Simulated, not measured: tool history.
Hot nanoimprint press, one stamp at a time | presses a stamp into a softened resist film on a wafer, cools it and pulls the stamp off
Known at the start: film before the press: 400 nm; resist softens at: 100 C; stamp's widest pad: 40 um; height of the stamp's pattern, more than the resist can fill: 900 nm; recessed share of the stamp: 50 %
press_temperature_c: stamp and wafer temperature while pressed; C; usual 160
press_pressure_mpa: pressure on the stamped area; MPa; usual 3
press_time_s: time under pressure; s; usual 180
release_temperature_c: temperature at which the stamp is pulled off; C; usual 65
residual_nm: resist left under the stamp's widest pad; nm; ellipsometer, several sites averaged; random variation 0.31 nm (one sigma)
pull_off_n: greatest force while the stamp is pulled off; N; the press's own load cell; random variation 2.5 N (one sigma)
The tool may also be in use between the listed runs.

run 1 hour=0 | press_temperature_c=160 press_pressure_mpa=3 press_time_s=180 release_temperature_c=65 | residual_nm=228.4 pull_off_n=117
run 2 hour=9.4 | press_temperature_c=160 press_pressure_mpa=3 press_time_s=180 release_temperature_c=65 | residual_nm=228.5 pull_off_n=121
run 3 hour=16.5 | press_temperature_c=160 press_pressure_mpa=3 press_time_s=180 release_temperature_c=65 | residual_nm=228.7 pull_off_n=120
run 4 hour=23.4 | press_temperature_c=160 press_pressure_mpa=3.43 press_time_s=180 release_temperature_c=65 | residual_nm=213.4 pull_off_n=122
run 5 hour=33.1 | press_temperature_c=160 press_pressure_mpa=3.2 press_time_s=180 release_temperature_c=65 | residual_nm=221.7 pull_off_n=123
run 6 hour=39.6 | press_temperature_c=160 press_pressure_mpa=3.2 press_time_s=180 release_temperature_c=65 | residual_nm=221.5 pull_off_n=123
run 7 hour=49.3 | press_temperature_c=160 press_pressure_mpa=3.2 press_time_s=180 release_temperature_c=65 | residual_nm=220.9 pull_off_n=126
run 8 hour=57.1 | press_temperature_c=160 press_pressure_mpa=3.2 press_time_s=180 release_temperature_c=65 | residual_nm=221.1 pull_off_n=130
run 9 hour=62.5 | press_temperature_c=160 press_pressure_mpa=3 press_time_s=180 release_temperature_c=65 | residual_nm=228.4 pull_off_n=126
run 10 hour=68 | press_temperature_c=164 press_pressure_mpa=3 press_time_s=180 release_temperature_c=65 | residual_nm=201.1 pull_off_n=130
run 11 hour=72.8 | press_temperature_c=164 press_pressure_mpa=3 press_time_s=180 release_temperature_c=65 | residual_nm=200.7 pull_off_n=131
run 12 hour=81.7 | press_temperature_c=164 press_pressure_mpa=3 press_time_s=180 release_temperature_c=65 | residual_nm=200.9 pull_off_n=130
run 13 hour=87.6 | press_temperature_c=164 press_pressure_mpa=3 press_time_s=180 release_temperature_c=65 | residual_nm=201.1 pull_off_n=138
run 14 hour=96.1 | press_temperature_c=164 press_pressure_mpa=3 press_time_s=180 release_temperature_c=65 | residual_nm=200.9 pull_off_n=136
run 15 hour=102.7 | press_temperature_c=168 press_pressure_mpa=3 press_time_s=180 release_temperature_c=65 | residual_nm=176.9 pull_off_n=138
run 16 hour=109.8 | press_temperature_c=168 press_pressure_mpa=3 press_time_s=180 release_temperature_c=65 | residual_nm=176.4 pull_off_n=136
run 17 hour=119.2 | press_temperature_c=168 press_pressure_mpa=3 press_time_s=180 release_temperature_c=65 | residual_nm=176.9 pull_off_n=136
run 18 hour=125.6 | press_temperature_c=168 press_pressure_mpa=3 press_time_s=180 release_temperature_c=65 | residual_nm=176.2 pull_off_n=138
run 19 hour=132.1 | press_temperature_c=168 press_pressure_mpa=3 press_time_s=180 release_temperature_c=65 | residual_nm=176.5 pull_off_n=142
run 20 hour=141.8 | press_temperature_c=160 press_pressure_mpa=3 press_time_s=98 release_temperature_c=55 | residual_nm=267.9 pull_off_n=154
run 21 hour=146.4 | press_temperature_c=160 press_pressure_mpa=1.82 press_time_s=161 release_temperature_c=55 | residual_nm=293.3 pull_off_n=153
run 22 hour=153.8 | press_temperature_c=160 press_pressure_mpa=1.82 press_time_s=161 release_temperature_c=55 | residual_nm=294.1 pull_off_n=154
run 23 hour=160.2 | press_temperature_c=160 press_pressure_mpa=2.36 press_time_s=183 release_temperature_c=65 | residual_nm=255.4 pull_off_n=153
run 24 hour=168.1 | press_temperature_c=154 press_pressure_mpa=3 press_time_s=180 release_temperature_c=65 | residual_nm=273.4 pull_off_n=149
run 25 hour=176.6 | press_temperature_c=154 press_pressure_mpa=3 press_time_s=261 release_temperature_c=67 | residual_nm=249.4 pull_off_n=147
run 26 hour=182.7 | press_temperature_c=167 press_pressure_mpa=2.27 press_time_s=192 release_temperature_c=51 | residual_nm=208.6 pull_off_n=165
run 27 hour=187 | press_temperature_c=149 press_pressure_mpa=2.27 press_time_s=192 release_temperature_c=56 | residual_nm=334 pull_off_n=165
run 28 hour=195.2 | press_temperature_c=166 press_pressure_mpa=3.34 press_time_s=270 release_temperature_c=57 | residual_nm=155.1 pull_off_n=157
run 29 hour=199.5 | press_temperature_c=166 press_pressure_mpa=3 press_time_s=95 release_temperature_c=65 | residual_nm=227.7 pull_off_n=150
run 30 hour=204.3 | press_temperature_c=151 press_pressure_mpa=4.75 press_time_s=112 release_temperature_c=63 | residual_nm=275 pull_off_n=152

3 ways to go on from here, each from the tool as it stands after run 30. What would each give?
run A hour=212.4 | press_temperature_c=151 press_pressure_mpa=4.75 press_time_s=113 release_temperature_c=53 | residual_nm=? pull_off_n=?
run B hour=212.4 | press_temperature_c=160 press_pressure_mpa=3 press_time_s=298 release_temperature_c=65 | residual_nm=? pull_off_n=?
run C hour=212.4 | press_temperature_c=163 press_pressure_mpa=3 press_time_s=286 release_temperature_c=64 | residual_nm=? pull_off_n=?

run=A residual_nm=274.4 pull_off_n=171
run=B residual_nm=196 pull_off_n=148
run=C residual_nm=179.9 pull_off_n=161
Without the tool's hidden state the same runs would have given:
run=A residual_nm=273.3 pull_off_n=123
run=B residual_nm=195.5 pull_off_n=107
run=C residual_nm=179.4 pull_off_n=116

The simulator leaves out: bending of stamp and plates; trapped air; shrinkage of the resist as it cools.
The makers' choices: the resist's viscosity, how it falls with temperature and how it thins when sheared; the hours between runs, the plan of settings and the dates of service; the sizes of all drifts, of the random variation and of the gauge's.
